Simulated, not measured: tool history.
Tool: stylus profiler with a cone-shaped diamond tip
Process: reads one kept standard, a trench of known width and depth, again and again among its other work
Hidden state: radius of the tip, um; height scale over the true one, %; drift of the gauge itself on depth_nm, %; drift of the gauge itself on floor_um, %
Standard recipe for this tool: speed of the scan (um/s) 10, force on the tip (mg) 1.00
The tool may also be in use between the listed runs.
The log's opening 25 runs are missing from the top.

run	hour	speed of the scan (um/s)	force on the tip (mg)	scans with this tip	hours of work since the height scale was calibrated	depth of the trench (Å)	width of the trench's floor (µm)
26	710.7	38	0.33	8060	919	1003.8	17.99
27	731.7	10	1.06	8147	928	1008.0	18.22
28	769.6	10	1.06	8303	946	1008.5	18.22
29	787.7	5	0.69	8378	955	1005.6	18.19
30	823.1	19	0.52	8524	971	1006.2	18.13
31	860.6	19	0.52	8679	989	1006.7	18.13
32	899.0	19	2.35	8838	1007	1012.5	18.13
33	926.7	7	1.40	8952	1020	1008.6	18.18
34	959.0	7	1.40	9086	1035	1009.4	18.19
35	986.2	21	0.93	9198	1048	1006.2	18.20
36	1015.3	10	0.95	9318	1062	1004.3	18.15
37	1049.9	28	1.50	9461	1078	1008.1	18.12
38	1082.3	28	0.67	9595	1093	1006.7	18.06
39	1120.8	14	0.61	9754	1112	1007.2	18.15

Branching from run 39: 4 alternative next runs. What would each branch give?
A	1159.7	34	1.00	9914	1130	?	?
B	1159.7	5	1.00	9914	1130	?	?
C	1159.7	11	0.51	9914	1130	?	?
D	1159.7	10	0.48	9914	1130	?	?

run	depth of the trench (Å)	width of the trench's floor (µm)
A	1008.6	18.05
B	1009.3	18.15
C	1006.2	18.15
D	1005.6	18.10
Take away the tool's hidden state, keep each run's random variation, and the runs would have read:
run	depth of the trench (Å)	width of the trench's floor (µm)
A	1004.3	18.44
B	1005.1	18.54
C	1002.0	18.54
D	1001.4	18.48

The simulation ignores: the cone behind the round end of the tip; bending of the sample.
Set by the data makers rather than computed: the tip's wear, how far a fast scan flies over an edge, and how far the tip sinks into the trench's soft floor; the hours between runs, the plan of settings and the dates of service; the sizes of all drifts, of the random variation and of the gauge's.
